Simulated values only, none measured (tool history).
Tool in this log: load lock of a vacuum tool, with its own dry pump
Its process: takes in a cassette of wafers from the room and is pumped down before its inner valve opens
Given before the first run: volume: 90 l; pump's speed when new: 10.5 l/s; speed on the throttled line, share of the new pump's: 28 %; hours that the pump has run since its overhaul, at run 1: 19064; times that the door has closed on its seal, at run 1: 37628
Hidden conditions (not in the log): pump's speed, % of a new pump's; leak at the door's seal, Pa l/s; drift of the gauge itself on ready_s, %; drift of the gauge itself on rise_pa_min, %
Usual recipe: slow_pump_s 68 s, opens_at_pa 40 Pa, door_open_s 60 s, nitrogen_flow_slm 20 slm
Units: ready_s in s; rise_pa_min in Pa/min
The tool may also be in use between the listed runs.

| run | day | slow_pump_s | opens_at_pa | door_open_s | nitrogen_flow_slm | hours that the pump has run since its overhaul | times that the door has closed on its seal | incoming humidity of the room's air, % | ready_s | rise_pa_min |
|---|---|---|---|---|---|---|---|---|---|---|
| 1 | 0.000 | 68 | 40 | 60 | 20 | 19064 | 37628 | 37.2 | 124.0 | 0.344 |
| 2 | 13.142 | 63 | 40 | 60 | 20 | 19380 | 38482 | 47.4 | 121.4 | 0.367 |
| 3 | 37.050 | 63 | 40 | 60 | 20 | 19953 | 40035 | 45.3 | 119.9 | 0.391 |
|  | 57.112 | dry pump taken out, an overhauled one fitted |
| 4 | 63.496 | 68 | 40 | 55 | 20 | 153 | 41738 | 44.7 | 117.3 | 0.409 |
| 5 | 82.200 | 68 | 40 | 55 | 20 | 602 | 42953 | 45.3 | 118.1 | 0.436 |
| 6 | 97.679 | 68 | 40 | 55 | 20 | 974 | 43959 | 46.3 | 117.5 | 0.456 |
|  | 103.138 | door's seal changed, seat wiped |
| 7 | 121.871 | 68 | 40 | 55 | 20 | 1553 | 1218 | 45.9 | 117.3 | 0.030 |
| 8 | 134.375 | 68 | 40 | 106 | 20 | 1853 | 2030 | 44.4 | 117.4 | 0.048 |
| 9 | 149.117 | 68 | 40 | 106 | 20 | 2207 | 2988 | 44.6 | 118.1 | 0.052 |
| 10 | 171.262 | 68 | 40 | 60 | 20 | 2738 | 4427 | 44.7 | 117.4 | 0.049 |
| 11 | 184.688 | 68 | 40 | 60 | 20 | 3060 | 5299 | 47.0 | 119.0 | 0.047 |
| 12 | 208.412 | 36 | 40 | 60 | 20 | 3630 | 6841 | 44.3 | 95.9 | 0.047 |
| 13 | 224.217 | 44 | 47 | 208 | 20 | 4009 | 7868 | 46.8 | 100.4 | 0.107 |
| 14 | 235.179 | 44 | 47 | 208 | 20 | 4272 | 8580 | 44.5 | 100.3 | 0.107 |
| 15 | 247.558 | 35 | 43 | 47 | 20 | 4569 | 9385 | 43.1 | 94.9 | 0.062 |
| 16 | 266.029 | 35 | 43 | 47 | 20 | 5012 | 10585 | 45.3 | 94.0 | 0.069 |
| 17 | 282.250 | 35 | 44 | 140 | 20 | 5402 | 11639 | 42.5 | 94.3 | 0.102 |
| 18 | 303.554 | 82 | 49 | 140 | 21 | 5913 | 13023 | 46.5 | 125.4 | 0.113 |
| 19 | 321.692 | 82 | 49 | 140 | 21 | 6348 | 14202 | 44.5 | 126.0 | 0.121 |
| 20 | 348.442 | 67 | 42 | 84 | 23 | 6990 | 15940 | 46.3 | 118.9 | 0.118 |
| 21 | 367.125 | 46 | 42 | 84 | 15 | 7439 | 17154 | 44.6 | 103.9 | 0.132 |

Results per run with the tool's hidden condition removed, run-to-run variation unchanged:
| run | ready_s | rise_pa_min |
|---|---|---|
| 1 | 116.5 | 0.022 |
| 2 | 113.8 | 0.033 |
| 3 | 112.2 | 0.028 |
| 4 | 116.6 | 0.026 |
| 5 | 117.3 | 0.024 |
| 6 | 116.6 | 0.030 |
| 7 | 116.1 | 0.026 |
| 8 | 116.2 | 0.041 |
| 9 | 116.8 | 0.042 |
| 10 | 115.8 | 0.033 |
| 11 | 117.3 | 0.028 |
| 12 | 93.7 | 0.021 |
| 13 | 98.1 | 0.076 |
| 14 | 98.0 | 0.070 |
| 15 | 92.3 | 0.023 |
| 16 | 91.3 | 0.023 |
| 17 | 91.4 | 0.049 |
| 18 | 123.0 | 0.052 |
| 19 | 123.5 | 0.052 |
| 20 | 115.9 | 0.034 |
| 21 | 100.3 | 0.042 |

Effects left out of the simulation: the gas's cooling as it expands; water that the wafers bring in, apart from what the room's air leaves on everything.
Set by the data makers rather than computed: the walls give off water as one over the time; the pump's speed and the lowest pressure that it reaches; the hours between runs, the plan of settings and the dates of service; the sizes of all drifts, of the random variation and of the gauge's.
